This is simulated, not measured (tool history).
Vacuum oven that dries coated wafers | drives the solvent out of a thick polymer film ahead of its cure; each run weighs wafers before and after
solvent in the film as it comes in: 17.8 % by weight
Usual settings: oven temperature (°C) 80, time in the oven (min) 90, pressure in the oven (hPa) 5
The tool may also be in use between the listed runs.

Run 1, hour 0: usual settings. Result: solvent left in the film (%) 2.35.
At hour 10.7: oven's thermocouples calibrated.
Run 2, hour 29.3: usual settings but time in the oven (min) 98. Result: solvent left in the film (%) 1.79.
Run 3, hour 68.9: usual settings but time in the oven (min) 98. Result: solvent left in the film (%) 1.77.
Run 4, hour 125.4: usual settings but time in the oven (min) 98. Result: solvent left in the film (%) 1.81.
At hour 161.7: oven's thermocouples calibrated, once more.
Run 5, hour 167.5: usual settings. Result: solvent left in the film (%) 3.18.
Run 6, hour 194.7: usual settings but pressure in the oven (hPa) 4.62. Result: solvent left in the film (%) 3.16.
Run 7, hour 252.4: usual settings. Result: solvent left in the film (%) 3.19.
Run 8, hour 315.4: usual settings. Result: solvent left in the film (%) 3.15.
Run 9, hour 350.1: usual settings. Result: solvent left in the film (%) 3.15.
Run 10, hour 377.1: usual settings but pressure in the oven (hPa) 7.59. Result: solvent left in the film (%) 3.31.
Run 11, hour 438.4: usual settings but pressure in the oven (hPa) 7.59. Result: solvent left in the film (%) 3.3.
Run 12, hour 503.6: usual settings but pressure in the oven (hPa) 7.59. Result: solvent left in the film (%) 3.33.
Run 13, hour 553.2: usual settings but time in the oven (min) 91. Result: solvent left in the film (%) 3.08.
Run 14, hour 618.1: usual settings but time in the oven (min) 142. Result: solvent left in the film (%) 1.66.
Run 15, hour 648.8: usual settings but oven temperature (°C) 86, pressure in the oven (hPa) 11.79. Result: solvent left in the film (%) 2.44.
Run 16, hour 689.7: usual settings but oven temperature (°C) 76, pressure in the oven (hPa) 3.57. Result: solvent left in the film (%) 3.85.
Run 17, hour 717: usual settings but oven temperature (°C) 78, pressure in the oven (hPa) 8.17. Result: solvent left in the film (%) 3.76.
Run 18, hour 773.2: usual settings but oven temperature (°C) 88, time in the oven (min) 98, pressure in the oven (hPa) 9.04. Result: solvent left in the film (%) 1.79.
Run 19, hour 809: usual settings but oven temperature (°C) 68, pressure in the oven (hPa) 8.61. Result: solvent left in the film (%) 6.29.
Run 20, hour 844.9: usual settings but oven temperature (°C) 75, time in the oven (min) 66, pressure in the oven (hPa) 9.83. Result: solvent left in the film (%) 6.03.

The next listed run, before its measurement:
Run 21, hour 885: usual settings but oven temperature (°C) 75, time in the oven (min) 66, pressure in the oven (hPa) 9.83. Result: solvent left in the film (%) ?.

{"run 21": {"solvent left in the film (%)": 6.06}}
Without the tool's hidden state the same run would have given solvent left in the film (%) 5.89.
